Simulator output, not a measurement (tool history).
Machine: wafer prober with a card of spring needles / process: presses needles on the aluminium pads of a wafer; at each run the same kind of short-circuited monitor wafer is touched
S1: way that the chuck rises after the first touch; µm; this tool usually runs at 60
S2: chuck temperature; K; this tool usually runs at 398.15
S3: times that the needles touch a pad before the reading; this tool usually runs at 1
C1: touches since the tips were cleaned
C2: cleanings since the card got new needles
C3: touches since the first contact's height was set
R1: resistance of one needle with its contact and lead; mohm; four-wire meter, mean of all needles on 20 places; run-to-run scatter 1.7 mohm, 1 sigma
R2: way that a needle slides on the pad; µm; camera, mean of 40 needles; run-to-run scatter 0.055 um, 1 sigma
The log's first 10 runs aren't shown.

run	hour	S1	S2	S3	C1	C2	C3	R1	R2
# hour 252.4: height of the first contact set anew
# hour 254.5: tips cleaned on abrasive film
11	258.2	60	350.15	1	1812	36	2757	159	12.98
# hour 273.2: tips cleaned on abrasive film
12	280.2	60	398.15	2	3399	37	13351	169	12.92
# hour 292.3: tips cleaned on abrasive film
13	303	60	398.15	1	5176	38	24369	166	12.9
# hour 311.9: tips cleaned on abrasive film
14	323.4	60	398.15	1	5581	39	34226	169	12.91
# hour 330.6: tips cleaned on abrasive film
# hour 349.2: tips cleaned on abrasive film
15	352.1	43	398.15	1	1385	41	48021	174	9.26
# hour 368: tips cleaned on abrasive film
16	368	43	398.15	1	0	42	55722	177	9.24
# hour 386.8: tips cleaned on abrasive film
17	387.2	60	398.15	1	179	43	64963	169	12.87
# hour 405.5: tips cleaned on abrasive film
18	420.8	49	313.15	1	7449	44	81223	156	10.36
# hour 426.5: tips cleaned on abrasive film
# hour 445.6: tips cleaned on abrasive film
19	453.1	60	324.15	3	3665	46	96782	154	12.81
# hour 465.5: tips cleaned on abrasive film
20	472.7	60	324.15	3	3512	47	106243	154	12.81
# hour 484.6: tips cleaned on abrasive film
# hour 504.5: tips cleaned on abrasive film
21	504.5	60	324.15	3	0	49	121578	157	12.83
# hour 524: tips cleaned on abrasive film
22	525.8	60	306.15	1	842	50	131818	154	12.79
# hour 543.4: tips cleaned on abrasive film
23	555.1	60	343.15	1	5714	51	146021	157	12.81

Forecast run 24:
# hour 562.1: tips cleaned on abrasive film
24	573.8	60	343.15	1	5648	52	154999	?	?

R1: 159 mohm
R2: 12.68 µm
If the tool had no hidden condition, the same run with the same run-to-run variation would have returned R1 158 mohm, R2 12.93 µm.
